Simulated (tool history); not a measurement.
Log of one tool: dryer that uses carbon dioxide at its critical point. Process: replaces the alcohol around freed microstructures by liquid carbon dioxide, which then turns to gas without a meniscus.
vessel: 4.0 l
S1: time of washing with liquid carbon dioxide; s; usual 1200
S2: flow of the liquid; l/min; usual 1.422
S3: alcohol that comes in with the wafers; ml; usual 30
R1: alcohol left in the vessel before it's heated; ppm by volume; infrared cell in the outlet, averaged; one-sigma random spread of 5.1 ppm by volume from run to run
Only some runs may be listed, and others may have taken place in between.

run	hour	S1	S2	S3	R1
1	0	1200	1.422	30	106
2	11	1200	1.39	30	112
# hour 18: inlet filter changed
3	28.6	1200	1.39	30	88
4	48.5	1200	1.39	30	91
5	65.6	1200	1.422	30	95
6	76.5	1620	1.2	84	101
7	92	1620	1.2	84	109
8	108.9	1200	1.52	30	80
9	122.4	1200	1.52	30	79
10	136.7	1200	1.52	30	86

Here are 3 independent what-if runs from the current tool condition. What would each one return?
A	150.2	1140	0.99	25	?
B	150.2	1200	2.35	30	?
C	150.2	1200	1.98	30	?

run	R1
A	287
B	53
C	52
Stripped of hidden state, with their random variation kept, the same runs would have yielded:
run	R1
A	231
B	9
C	7

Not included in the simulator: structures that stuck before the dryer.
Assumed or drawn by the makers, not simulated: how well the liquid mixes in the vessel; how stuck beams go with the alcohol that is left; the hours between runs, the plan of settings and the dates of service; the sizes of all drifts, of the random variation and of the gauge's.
